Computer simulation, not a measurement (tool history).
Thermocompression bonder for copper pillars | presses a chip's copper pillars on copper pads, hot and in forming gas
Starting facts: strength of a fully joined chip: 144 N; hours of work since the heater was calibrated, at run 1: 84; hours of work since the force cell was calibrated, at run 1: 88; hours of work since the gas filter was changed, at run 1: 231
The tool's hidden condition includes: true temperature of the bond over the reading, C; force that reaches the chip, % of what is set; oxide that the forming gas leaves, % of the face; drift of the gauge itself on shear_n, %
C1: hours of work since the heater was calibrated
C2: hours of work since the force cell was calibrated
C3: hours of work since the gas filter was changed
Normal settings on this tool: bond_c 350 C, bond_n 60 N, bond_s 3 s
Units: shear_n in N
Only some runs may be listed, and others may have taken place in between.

run 1 hour=0.0 | bond_c=350 bond_n=60 bond_s=3 | C1=84 C2=88 C3=231 | shear_n=52.9
run 2 hour=4.6 | bond_c=350 bond_n=60 bond_s=3 | C1=86 C2=90 C3=233 | shear_n=53.3
run 3 hour=10.3 | bond_c=350 bond_n=60 bond_s=3 | C1=88 C2=93 C3=235 | shear_n=53.7
run 4 hour=15.5 | bond_c=356 bond_n=60 bond_s=3 | C1=91 C2=95 C3=237 | shear_n=57.8
run 5 hour=21.8 | bond_c=356 bond_n=60 bond_s=3 | C1=93 C2=98 C3=240 | shear_n=56.8
run 6 hour=28.5 | bond_c=350 bond_n=60 bond_s=8 | C1=96 C2=100 C3=243 | shear_n=74.7
run 7 hour=32.2 | bond_c=350 bond_n=60 bond_s=8 | C1=98 C2=102 C3=244 | shear_n=75.1
-- hour=36.0 forming gas filter changed
run 8 hour=39.4 | bond_c=350 bond_n=60 bond_s=3 | C1=100 C2=105 C3=1 | shear_n=59.4
run 9 hour=44.5 | bond_c=350 bond_n=60 bond_s=2 | C1=103 C2=107 C3=4 | shear_n=50.9
run 10 hour=48.9 | bond_c=350 bond_n=60 bond_s=2 | C1=104 C2=109 C3=5 | shear_n=50.3
run 11 hour=57.9 | bond_c=350 bond_n=60 bond_s=2 | C1=108 C2=113 C3=9 | shear_n=50.6
run 12 hour=61.7 | bond_c=350 bond_n=60 bond_s=2 | C1=110 C2=114 C3=11 | shear_n=50.7
run 13 hour=67.1 | bond_c=350 bond_n=60 bond_s=9 | C1=112 C2=116 C3=13 | shear_n=85.8
run 14 hour=72.4 | bond_c=350 bond_n=60 bond_s=3 | C1=114 C2=119 C3=15 | shear_n=58.8
run 15 hour=77.6 | bond_c=363 bond_n=60 bond_s=2 | C1=117 C2=121 C3=18 | shear_n=58.2
run 16 hour=84.6 | bond_c=350 bond_n=47 bond_s=3 | C1=119 C2=124 C3=20 | shear_n=48.6
run 17 hour=88.6 | bond_c=365 bond_n=57 bond_s=2 | C1=121 C2=126 C3=22 | shear_n=57.0
run 18 hour=92.9 | bond_c=372 bond_n=60 bond_s=3 | C1=123 C2=127 C3=24 | shear_n=74.2
run 19 hour=99.1 | bond_c=332 bond_n=41 bond_s=6 | C1=126 C2=130 C3=27 | shear_n=45.8
run 20 hour=104.0 | bond_c=340 bond_n=84 bond_s=5 | C1=128 C2=132 C3=29 | shear_n=81.5
run 21 hour=108.1 | bond_c=350 bond_n=60 bond_s=4 | C1=129 C2=134 C3=30 | shear_n=64.9
run 22 hour=112.0 | bond_c=320 bond_n=60 bond_s=3 | C1=131 C2=135 C3=32 | shear_n=40.4
run 23 hour=117.7 | bond_c=320 bond_n=60 bond_s=3 | C1=133 C2=138 C3=34 | shear_n=40.9
run 24 hour=126.5 | bond_c=320 bond_n=60 bond_s=3 | C1=137 C2=142 C3=38 | shear_n=40.5
run 25 hour=135.0 | bond_c=334 bond_n=80 bond_s=5 | C1=141 C2=145 C3=42 | shear_n=73.7
run 26 hour=142.9 | bond_c=334 bond_n=80 bond_s=5 | C1=144 C2=148 C3=45 | shear_n=72.5
run 27 hour=148.3 | bond_c=363 bond_n=51 bond_s=9 | C1=146 C2=151 C3=47 | shear_n=86.3

Branching from run 27: 5 alternative next runs. What would each branch give?
run A hour=154.6 | bond_c=373 bond_n=49 bond_s=8 | C1=149 C2=153 C3=50 | shear_n=?
run B hour=154.6 | bond_c=341 bond_n=57 bond_s=7 | C1=149 C2=153 C3=50 | shear_n=?
run C hour=154.6 | bond_c=350 bond_n=40 bond_s=4 | C1=149 C2=153 C3=50 | shear_n=?
run D hour=154.6 | bond_c=350 bond_n=59 bond_s=4 | C1=149 C2=153 C3=50 | shear_n=?
run E hour=154.6 | bond_c=320 bond_n=60 bond_s=3 | C1=149 C2=153 C3=50 | shear_n=?

run=A shear_n=87.9
run=B shear_n=69.7
run=C shear_n=46.6
run=D shear_n=63.9
run=E shear_n=40.1
Take away the tool's hidden state, keep each run's random variation, and the runs would have read:
run=A shear_n=87.8
run=B shear_n=69.2
run=C shear_n=46.0
run=D shear_n=63.4
run=E shear_n=39.5
